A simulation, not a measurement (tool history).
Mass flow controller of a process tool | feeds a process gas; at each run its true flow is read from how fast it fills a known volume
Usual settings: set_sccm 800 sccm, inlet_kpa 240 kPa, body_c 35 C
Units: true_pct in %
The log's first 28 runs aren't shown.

run 29 hour=2367.2 | set_sccm=800 inlet_kpa=182 body_c=27 | true_pct=100.15
run 30 hour=2455.9 | set_sccm=800 inlet_kpa=182 body_c=27 | true_pct=100.07
run 31 hour=2523.5 | set_sccm=800 inlet_kpa=176 body_c=25 | true_pct=99.94
run 32 hour=2580.5 | set_sccm=240 inlet_kpa=144 body_c=35 | true_pct=101.31
run 33 hour=2675.2 | set_sccm=240 inlet_kpa=144 body_c=35 | true_pct=101.51
run 34 hour=2793.5 | set_sccm=758 inlet_kpa=275 body_c=27 | true_pct=99.96
run 35 hour=2879.6 | set_sccm=758 inlet_kpa=275 body_c=27 | true_pct=99.98
run 36 hour=2947.2 | set_sccm=758 inlet_kpa=275 body_c=27 | true_pct=99.94
run 37 hour=3003.8 | set_sccm=221 inlet_kpa=149 body_c=29 | true_pct=101.43
run 38 hour=3077.1 | set_sccm=488 inlet_kpa=237 body_c=28 | true_pct=100.13
run 39 hour=3157.2 | set_sccm=488 inlet_kpa=237 body_c=28 | true_pct=99.93
run 40 hour=3236.4 | set_sccm=708 inlet_kpa=179 body_c=29 | true_pct=100.09
run 41 hour=3307.1 | set_sccm=140 inlet_kpa=229 body_c=22 | true_pct=103.37
run 42 hour=3398.2 | set_sccm=163 inlet_kpa=240 body_c=29 | true_pct=103.08
run 43 hour=3514.2 | set_sccm=329 inlet_kpa=158 body_c=35 | true_pct=101.13

Forecast each of these 5 alternatives for the next run:
run A hour=3569.6 | set_sccm=329 inlet_kpa=158 body_c=35 | true_pct=?
run B hour=3569.6 | set_sccm=154 inlet_kpa=246 body_c=31 | true_pct=?
run C hour=3569.6 | set_sccm=317 inlet_kpa=230 body_c=23 | true_pct=?
run D hour=3569.6 | set_sccm=329 inlet_kpa=232 body_c=35 | true_pct=?
run E hour=3569.6 | set_sccm=190 inlet_kpa=159 body_c=23 | true_pct=?

run=A true_pct=101.19
run=B true_pct=103.67
run=C true_pct=100.47
run=D true_pct=101.04
run=E true_pct=102.27
Without the tool's hidden state the same runs would have given:
run=A true_pct=99.05
run=B true_pct=98.32
run=C true_pct=98.22
run=D true_pct=98.90
run=E true_pct=98.06

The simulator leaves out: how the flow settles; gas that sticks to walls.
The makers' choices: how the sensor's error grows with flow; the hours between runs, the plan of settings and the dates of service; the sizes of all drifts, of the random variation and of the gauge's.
